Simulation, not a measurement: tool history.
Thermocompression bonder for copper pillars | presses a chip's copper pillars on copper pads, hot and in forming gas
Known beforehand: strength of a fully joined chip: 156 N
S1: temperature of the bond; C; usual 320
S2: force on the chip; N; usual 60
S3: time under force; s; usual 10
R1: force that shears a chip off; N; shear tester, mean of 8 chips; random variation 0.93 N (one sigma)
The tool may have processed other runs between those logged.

{"run": 1, "day": 0.0, "S1": 320, "S2": 60, "S3": 10, "R1": 74.3}
{"run": 2, "day": 3.4, "S1": 320, "S2": 52, "S3": 10, "R1": 71.7}
{"run": 3, "day": 5.404, "S1": 320, "S2": 60, "S3": 10, "R1": 76.9}
{"day": 5.954, "done": "forming gas filter changed"}
{"run": 4, "day": 7.975, "S1": 320, "S2": 60, "S3": 10, "R1": 81.8}
{"run": 5, "day": 10.662, "S1": 320, "S2": 60, "S3": 10, "R1": 83.4}
{"run": 6, "day": 14.204, "S1": 320, "S2": 60, "S3": 10, "R1": 81.1}
{"run": 7, "day": 16.617, "S1": 320, "S2": 83, "S3": 10, "R1": 95.8}
{"run": 8, "day": 18.104, "S1": 320, "S2": 83, "S3": 10, "R1": 92.7}
{"run": 9, "day": 19.771, "S1": 320, "S2": 60, "S3": 10, "R1": 80.7}
{"run": 10, "day": 22.075, "S1": 320, "S2": 60, "S3": 10, "R1": 81.1}
{"run": 11, "day": 23.967, "S1": 320, "S2": 60, "S3": 10, "R1": 80.6}
{"day": 25.912, "done": "heater calibrated with a thermocouple chip"}
{"run": 12, "day": 26.946, "S1": 320, "S2": 60, "S3": 10, "R1": 73.5}
{"run": 13, "day": 29.758, "S1": 298, "S2": 45, "S3": 27, "R1": 69.7}
{"run": 14, "day": 32.138, "S1": 321, "S2": 45, "S3": 21, "R1": 82.8}
{"run": 15, "day": 35.562, "S1": 322, "S2": 60, "S3": 15, "R1": 85.1}
{"run": 16, "day": 38.788, "S1": 333, "S2": 60, "S3": 22, "R1": 100.7}
{"day": 39.762, "done": "forming gas filter changed"}
{"run": 17, "day": 40.912, "S1": 332, "S2": 68, "S3": 10, "R1": 91.4}
{"run": 18, "day": 43.475, "S1": 332, "S2": 65, "S3": 7, "R1": 79.1}
{"run": 19, "day": 45.221, "S1": 332, "S2": 48, "S3": 7, "R1": 68.6}
{"run": 20, "day": 48.329, "S1": 291, "S2": 50, "S3": 7, "R1": 45.1}
{"run": 21, "day": 49.804, "S1": 291, "S2": 50, "S3": 7, "R1": 43.9}
{"run": 22, "day": 52.017, "S1": 305, "S2": 50, "S3": 19, "R1": 76.6}
{"run": 23, "day": 54.588, "S1": 305, "S2": 50, "S3": 8, "R1": 55.8}

Forecast each of these 5 alternatives for the next run:
{"run": "A", "day": 56.354, "S1": 305, "S2": 52, "S3": 8, "R1": "?"}
{"run": "B", "day": 56.354, "S1": 323, "S2": 43, "S3": 10, "R1": "?"}
{"run": "C", "day": 56.354, "S1": 321, "S2": 50, "S3": 8, "R1": "?"}
{"run": "D", "day": 56.354, "S1": 322, "S2": 60, "S3": 10, "R1": "?"}
{"run": "E", "day": 56.354, "S1": 295, "S2": 60, "S3": 16, "R1": "?"}

run=A R1=57.5
run=B R1=68.4
run=C R1=65.0
run=D R1=80.0
run=E R1=71.7
Had the tool no hidden state, the same runs would have come out as:
run=A R1=57.7
run=B R1=69.1
run=C R1=65.6
run=D R1=81.0
run=E R1=72.0
